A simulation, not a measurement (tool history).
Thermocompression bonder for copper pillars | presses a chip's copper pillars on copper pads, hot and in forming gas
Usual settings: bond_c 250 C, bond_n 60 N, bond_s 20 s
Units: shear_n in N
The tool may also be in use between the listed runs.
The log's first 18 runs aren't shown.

run     day  bond_c  bond_n  bond_s  hours of work since the heater was calibrated  hours of work since the force cell was calibrated  hours of work since the gas filter was changed  shear_n
 19   7.946     250      60      20                                            463                                                 28                                             232     51.1
 20   8.346     250      60      20                                            470                                                 35                                             239     51.2
 21   8.746     275      62      37                                            477                                                 42                                             246     70.4
 22   9.042     258      60      13                                            482                                                 47                                             251     46.6
 23     9.4     269      60      50                                            488                                                 53                                             258     71.8
 24   9.908     269      60      50                                            497                                                 62                                             267     70.4
 25  10.538     253      60      24                                            508                                                 73                                             278     55.1
 26  11.046     223      55      12                                            517                                                 82                                             287     29.8
 27  11.425     223      55      12                                            524                                                 89                                             293       29
 28  11.904     223      55      12                                            532                                                 97                                             302     28.6
 29  12.308     223      55      12                                            539                                                104                                             309     28.9
     12.662  -- forming gas filter changed
 30  12.821     250      39      14                                            548                                                113                                               3     31.4
 31  13.433     279      60      45                                            559                                                124                                              14     79.2
 32  14.021     250      49      11                                            569                                                134                                              24     37.2
 33  14.325     250      49      11                                            574                                                139                                              29     36.7
 34  14.671     232      60      29                                            581                                                146                                              35     53.2
 35  15.242     261      60      29                                            591                                                156                                              45     65.8
 36  15.546     267      59      57                                            596                                                161                                              51     75.9
 37  16.175     273      59      20                                            607                                                172                                              62     64.1
 38  16.688     256      75      41                                            616                                                181                                              71     77.9
 39  16.996     256      75      41                                            621                                                187                                              76     76.9

Forecast each of these 3 alternatives for the next run:
  A  17.346     268      75      33                                            628                                                193                                              82        ?
  B  17.346     244      49      20                                            628                                                193                                              82        ?
  C  17.346     226      65      10                                            628                                                193                                              82        ?

run  shear_n
  A     77.9
  B     43.1
  C     36.4
Without the tool's hidden state the same runs would have given:
run  shear_n
  A       77
  B     40.3
  C     33.6
